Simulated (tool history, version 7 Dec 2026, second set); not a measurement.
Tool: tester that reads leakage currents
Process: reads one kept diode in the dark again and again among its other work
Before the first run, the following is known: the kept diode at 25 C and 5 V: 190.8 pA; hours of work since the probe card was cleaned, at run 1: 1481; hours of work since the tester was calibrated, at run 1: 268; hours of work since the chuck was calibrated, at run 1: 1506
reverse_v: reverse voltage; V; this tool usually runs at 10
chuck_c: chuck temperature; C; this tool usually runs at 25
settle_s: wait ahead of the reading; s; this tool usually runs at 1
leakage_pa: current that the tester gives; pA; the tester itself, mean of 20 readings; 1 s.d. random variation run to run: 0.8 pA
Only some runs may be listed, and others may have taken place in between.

run,hour,reverse_v,chuck_c,settle_s,hours of work since the probe card was cleaned,hours of work since the tester was calibrated,hours of work since the chuck was calibrated,leakage_pa
1,0,10,25,1,1481,268,1506,255.49
2,18,10,39,1,1489,276,1514,888.3
3,59.3,10,25,1,1507,294,1532,256.6
4,96.8,10,25,1,1523,310,1548,255.44
5,137.4,10,25,1,1541,328,1566,253.37
6,166.9,10,25,1,1554,341,1579,254.39
7,195.2,10,25,0.74,1566,353,1591,256.1
8,219.3,10,24,1,1576,363,1602,232.49
9,260.5,10,59,1,1594,381,1619,4550.8
10,292.4,10,59,1,1608,395,1633,4547.3
# hour 326.6: chuck's temperature calibrated
11,334.4,10,59,1,1625,412,3,4843.54
12,377.2,10,59,1,1644,431,22,4856.27
# hour 401.1: probe card cleaned and baked
13,408.1,10,46,1,3,443,34,1728.24
14,451.2,10,25,1,22,462,53,278.1
15,485.7,10,25,4.87,37,477,68,274.78
16,511.8,10,25,4.87,48,488,79,274.16
17,539.1,10,25,4.87,60,500,91,276
18,577.3,10,25,1,76,516,107,277.2
19,603.4,10,25,1,88,528,119,278.07
# hour 631.5: probe card cleaned and baked, once more
20,646.9,10,25,1,7,545,136,263.41
21,683.2,19,28,7.36,22,561,152,468.54
22,708,13.7,25,1,33,572,163,308.2
23,732.9,2.4,54,0.33,44,583,173,1679.05
24,755.3,2.4,54,0.33,54,592,183,1694.61
25,795.2,2.4,54,0.33,71,610,200,1672.18
26,817,11.8,54,0.33,80,619,210,3530.67
27,850.2,11.8,51,1.03,95,633,224,2770.78
28,880.5,11.8,51,1.03,108,646,237,2762.28
29,924.3,17,25,1.36,127,665,256,338.72
30,952.1,10,25,1.64,139,678,269,264.39
31,993.7,4.2,35,1,157,696,287,440.06
32,1014.2,2.2,35,0.4,166,704,295,325.44
33,1037.5,1.6,21,1.15,176,715,306,76.15
34,1056.3,2,21,1.15,184,723,314,84.65
35,1076,2,21,1.15,193,731,322,84.45
36,1119.8,1.7,21,0.43,212,750,341,79.06
37,1155.3,10,31,1.68,227,766,357,457.63
38,1183.7,1.9,29,1.24,239,778,369,175.59
39,1207.5,2.6,39,0.44,250,788,379,501.2

Below are 4 alternative next runs, each starting from the tool's condition after run 39. Predict each:
A,1232.3,2.7,25,1,260,799,390,?
B,1232.3,1.4,37,6.07,260,799,390,?
C,1232.3,3.8,43,6.46,260,799,390,?
D,1232.3,10,23,6.86,260,799,390,?

run,leakage_pa
A,142.68
B,313.83
C,836.75
D,214.96
With no hidden state in the tool, these same runs would have given:
run,leakage_pa
A,144.65
B,318.58
C,849.13
D,217.14
